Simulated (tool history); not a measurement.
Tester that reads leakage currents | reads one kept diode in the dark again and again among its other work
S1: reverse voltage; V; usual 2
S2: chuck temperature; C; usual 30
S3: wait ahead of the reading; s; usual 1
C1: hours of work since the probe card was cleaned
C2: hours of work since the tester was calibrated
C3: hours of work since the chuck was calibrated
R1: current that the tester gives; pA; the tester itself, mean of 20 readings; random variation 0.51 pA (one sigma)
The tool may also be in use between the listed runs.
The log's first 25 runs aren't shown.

run 26 hour=2672.9 | S1=2.25 S2=60 S3=0.47 | C1=1543 C2=177 C3=595 | R1=1365.44
run 27 hour=2815.9 | S1=1.05 S2=57 S3=0.47 | C1=1605 C2=239 C3=656 | R1=873.6
run 28 hour=2953.5 | S1=2 S2=30 S3=1.6 | C1=1664 C2=298 C3=715 | R1=189.77
run 29 hour=3023.7 | S1=3.75 S2=37 S3=0.5 | C1=1694 C2=328 C3=746 | R1=391.94
run 30 hour=3096.1 | S1=7.87 S2=32 S3=0.37 | C1=1725 C2=359 C3=777 | R1=372.21
run 31 hour=3177.3 | S1=7.87 S2=32 S3=0.37 | C1=1760 C2=394 C3=812 | R1=374.32
run 32 hour=3251 | S1=4.54 S2=30 S3=1 | C1=1792 C2=426 C3=843 | R1=262.18
run 33 hour=3383.6 | S1=1.79 S2=26 S3=1 | C1=1849 C2=483 C3=900 | R1=139.9
run 34 hour=3511.4 | S1=17.31 S2=26 S3=2.76 | C1=1904 C2=538 C3=955 | R1=336.66
run 35 hour=3643.7 | S1=1.73 S2=29 S3=1.41 | C1=1960 C2=594 C3=1012 | R1=175.52
run 36 hour=3715.2 | S1=2.22 S2=60 S3=1.91 | C1=1991 C2=625 C3=1043 | R1=1441.45

3 ways to go on from here, each from the tool as it stands after run 36. What would each give?
run A hour=3847.4 | S1=2 S2=25 S3=1 | C1=2048 C2=682 C3=1100 | R1=?
run B hour=3847.4 | S1=2 S2=26 S3=1 | C1=2048 C2=682 C3=1100 | R1=?
run C hour=3847.4 | S1=10.48 S2=60 S3=1.91 | C1=2048 C2=682 C3=1100 | R1=?

run=A R1=140.08
run=B R1=151.38
run=C R1=2575.85
Without the tool's hidden state the same runs would have given:
run=A R1=117.3
run=B R1=126.99
run=C R1=2243.46

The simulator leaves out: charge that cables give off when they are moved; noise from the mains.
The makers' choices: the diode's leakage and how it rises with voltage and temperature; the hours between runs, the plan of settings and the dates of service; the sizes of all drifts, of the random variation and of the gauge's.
